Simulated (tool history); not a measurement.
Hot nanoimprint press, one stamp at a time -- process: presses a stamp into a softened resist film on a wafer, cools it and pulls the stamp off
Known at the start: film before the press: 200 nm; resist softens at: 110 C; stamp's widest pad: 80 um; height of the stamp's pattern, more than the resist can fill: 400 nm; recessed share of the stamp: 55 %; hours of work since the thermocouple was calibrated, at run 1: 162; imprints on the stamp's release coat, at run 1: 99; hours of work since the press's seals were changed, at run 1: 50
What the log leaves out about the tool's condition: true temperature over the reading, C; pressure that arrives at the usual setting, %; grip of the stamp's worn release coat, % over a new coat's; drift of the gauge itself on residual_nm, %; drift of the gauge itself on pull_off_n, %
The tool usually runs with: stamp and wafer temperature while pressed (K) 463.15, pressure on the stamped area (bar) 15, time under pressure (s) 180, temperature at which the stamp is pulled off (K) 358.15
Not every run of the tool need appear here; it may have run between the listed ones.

run,hour,stamp and wafer temperature while pressed (K),pressure on the stamped area (bar),time under pressure (s),temperature at which the stamp is pulled off (K),hours of work since the thermocouple was calibrated,imprints on the stamp's release coat,hours of work since the press's seals were changed,resist left under the stamp's widest pad (angstrom),greatest force while the stamp is pulled off (N)
1,0,463.15,15,180,358.15,162,99,50,882,118
2,17.8,463.15,15,180,358.15,173,136,61,883,122
3,31.8,463.15,15,180,358.15,181,165,69,878,120
4,49.3,463.15,15,180,358.15,192,201,80,880,121
5,64.6,463.15,15,180,358.15,201,232,89,877,118
6,81,463.15,15,180,358.15,211,265,99,879,126
7,96.7,463.15,15,180,358.15,221,298,109,873,118
8,115.1,463.15,19.6,145,355.15,232,336,120,815,125
9,134.2,463.15,19.6,145,355.15,244,375,131,816,122
10,150.3,466.15,11,262,344.15,254,408,141,817,137
11,158.3,460.15,15,180,358.15,258,424,146,956,120
12,169.3,463.15,11.4,294,344.15,265,447,153,845,137
13,178.9,451.15,15,180,366.15,271,466,159,1273,111

Predict each of these 3 candidate next runs independently; none follows another, all start after run 13:
A,192.6,464.15,12.1,150,358.15,279,494,167,?,?
B,192.6,461.15,17.9,180,362.15,279,494,167,?,?
C,192.6,451.15,19.7,180,366.15,279,494,167,?,?

run,resist left under the stamp's widest pad (angstrom),greatest force while the stamp is pulled off (N)
A,997,117
B,845,117
C,1129,113
Stripped of hidden state, with their random variation kept, the same runs would have yielded:
run,resist left under the stamp's widest pad (angstrom),greatest force while the stamp is pulled off (N)
A,1015,117
B,861,117
C,1150,112
